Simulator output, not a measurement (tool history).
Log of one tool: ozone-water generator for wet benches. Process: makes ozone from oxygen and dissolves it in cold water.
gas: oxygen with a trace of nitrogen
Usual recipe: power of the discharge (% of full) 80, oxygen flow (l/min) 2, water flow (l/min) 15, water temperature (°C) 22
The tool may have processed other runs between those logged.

run   hour  power of the discharge (% of full)  oxygen flow (l/min)  water flow (l/min)  water temperature (°C)  dissolved ozone (ppm)  ozone in the gas ahead of the water (g/m3)
  1      0                                  80                    2                  15                      22                    9.6                                       164.7
  2   28.2                                  80                    2                  15                      22                    9.7                                       162.8
  3   41.5                                  80                    2                  15                      22                    9.7                                       165.8
  4   66.4                                  80                    2                  15                      22                    9.8                                         164
  5     80                                  80                    2                  15                      22                    9.5                                       164.5
  6   94.4                                  80                    2                  16                      22                    8.8                                       162.3
  7  110.3                                  80                    2                  16                      22                    8.9                                       164.5
  8  140.7                                  80                    2                  16                      22                    8.8                                       163.4
  9  168.1                                  80                    2                  16                      22                      9                                         165
 10  184.1                                  80                    2                  16                      22                    8.9                                       164.1
 11    215                                  80                    2                  15                      22                    9.5                                       164.9
 12  234.5                                  80                    2                  15                      22                    9.3                                       163.1
     241.4  -- contactor cleaned
 13  270.1                                  80                    2                  15                      19                    9.7                                       162.8
 14  284.7                                  80                    2                  15                      22                    9.4                                       162.7
 15  305.8                                  80                    2                  15                      22                    9.4                                       164.7
 16  332.2                                  80                    2                  15                      22                    9.5                                       162.4
 17  361.6                                  80                    2                  15                      24                    9.1                                       162.7
 18  380.3                                  80                    2                  15                      24                    9.1                                       163.7
     395.4  -- contactor cleaned, once more
 19  403.9                                  80                    2                  15                      24                    9.4                                       163.4
 20    431                                  80                    2                  15                      24                    9.6                                       162.2
 21  445.6                                  80                    2                  15                      24                    9.5                                       161.3
 22  475.1                                  78                 1.74                  11                      20                   12.9                                       173.4
 23    492                                  64                 1.74                  11                      21                   11.3                                       153.6
 24  515.1                                  88                 1.24                  15                      22                    9.9                                       231.9
 25  540.5                                  88                 1.24                  15                      22                     10                                       233.7
 26  555.4                                  88                 1.24                  15                      22                    9.7                                         234
 27  582.8                                  88                 1.24                  15                      22                    9.7                                       231.5
 28  607.6                                  50                 2.02                  15                      27                    6.8                                       118.3
 29  622.6                                  50                 2.02                  15                      27                    6.7                                       118.3
 30    653                                  94                 1.93                  14                      22                   11.1                                       181.9
 31  670.7                                  86                    2                  15                      28                    9.6                                       170.5
 32  696.3                                  86                    2                  15                      28                    9.4                                       168.2

4 options for the next run, each taken on its own from the tool as it stands now. Forecast them:
  A  718.4                                  90                    2                  15                      22                      ?                                           ?
  B  718.4                                  44                    2                  23                      19                      ?                                           ?
  C  718.4                                  80                  2.4                   9                      17                      ?                                           ?
  D  718.4                                  81                    2                  11                      18                      ?                                           ?

run  dissolved ozone (ppm)  ozone in the gas ahead of the water (g/m3)
  A                   10.3                                       173.3
  B                    4.3                                       109.5
  C                   15.6                                       141.8
  D                   13.3                                         162
What these runs would have given with no unlogged condition in the tool:
run  dissolved ozone (ppm)  ozone in the gas ahead of the water (g/m3)
  A                   10.6                                       177.5
  B                    4.4                                       111.1
  C                   16.1                                         145
  D                   13.8                                       165.7

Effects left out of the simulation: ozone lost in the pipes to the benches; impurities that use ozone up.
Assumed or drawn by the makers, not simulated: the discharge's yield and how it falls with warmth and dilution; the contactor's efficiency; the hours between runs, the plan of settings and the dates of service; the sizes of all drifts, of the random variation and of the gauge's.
